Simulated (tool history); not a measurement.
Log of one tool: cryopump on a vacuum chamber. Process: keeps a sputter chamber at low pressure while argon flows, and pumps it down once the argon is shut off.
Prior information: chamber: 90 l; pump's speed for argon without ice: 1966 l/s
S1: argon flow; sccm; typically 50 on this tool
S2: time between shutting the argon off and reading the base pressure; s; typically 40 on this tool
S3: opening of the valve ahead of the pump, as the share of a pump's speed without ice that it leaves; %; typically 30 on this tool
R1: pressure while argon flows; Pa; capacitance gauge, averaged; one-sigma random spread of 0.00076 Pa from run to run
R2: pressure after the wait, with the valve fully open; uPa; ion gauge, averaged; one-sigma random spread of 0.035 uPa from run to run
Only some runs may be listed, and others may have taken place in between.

run,hour,S1,S2,S3,R1,R2
1,0,50,40,30,0.16,2.04
2,21.2,50,40,30,0.1609,2.15
3,51.5,50,69,30,0.1631,1.42
4,80.1,50,69,30,0.1638,1.4
5,96.3,50,69,30,0.164,1.37
6,125.1,50,69,30,0.164,1.42
# hour 137.9: pump warmed up, emptied and cooled again
7,149.6,50,69,18,0.2389,1.28
8,166.4,50,69,18,0.2376,1.3
9,194.5,50,31,18,0.2415,2.6
10,215.2,50,40,32,0.1357,2.03
11,230.9,50,40,32,0.1365,2.02
12,247.2,50,40,32,0.1351,2.01
13,263.9,24,40,30,0.07,1.99
14,284.9,24,40,20,0.1048,2.04
15,314.8,50,40,30,0.1471,2
16,336.3,47,71,21,0.1958,1.28
17,356.3,27,177,17,0.1403,0.74
18,387.7,28,120,52,0.0497,0.93
19,417.6,68,256,36,0.1717,0.63
20,445.3,79,40,18,0.3873,2.13
21,466.6,84,71,21,0.3562,1.37
22,493.3,29,159,58,0.0476,0.79
23,525.9,29,159,58,0.0474,0.81
24,549.3,29,159,58,0.0481,0.81
25,568.5,91,110,16,0.5052,1
26,599.4,91,110,16,0.5069,1.07
27,615,39,110,45,0.0827,1.09
28,648.6,35,34,53,0.065,2.58
29,680.7,92,286,29,0.2969,0.67

Here are 5 independent what-if runs from the current tool condition. What would each one return?
A,712,43,77,16,?,?
B,712,50,40,40,?,?
C,712,21,45,30,?,?
D,712,77,286,20,?,?
E,712,37,26,33,?,?

run,R1,R2
A,0.243,1.38
B,0.1193,2.2
C,0.0663,2.02
D,0.3532,0.68
E,0.1067,3.12
With the hidden condition removed and each run's random variation left untouched, the same runs would have given:
run,R1,R2
A,0.2314,1.07
B,0.1059,1.9
C,0.0607,1.71
D,0.3323,0.37
E,0.0967,2.81
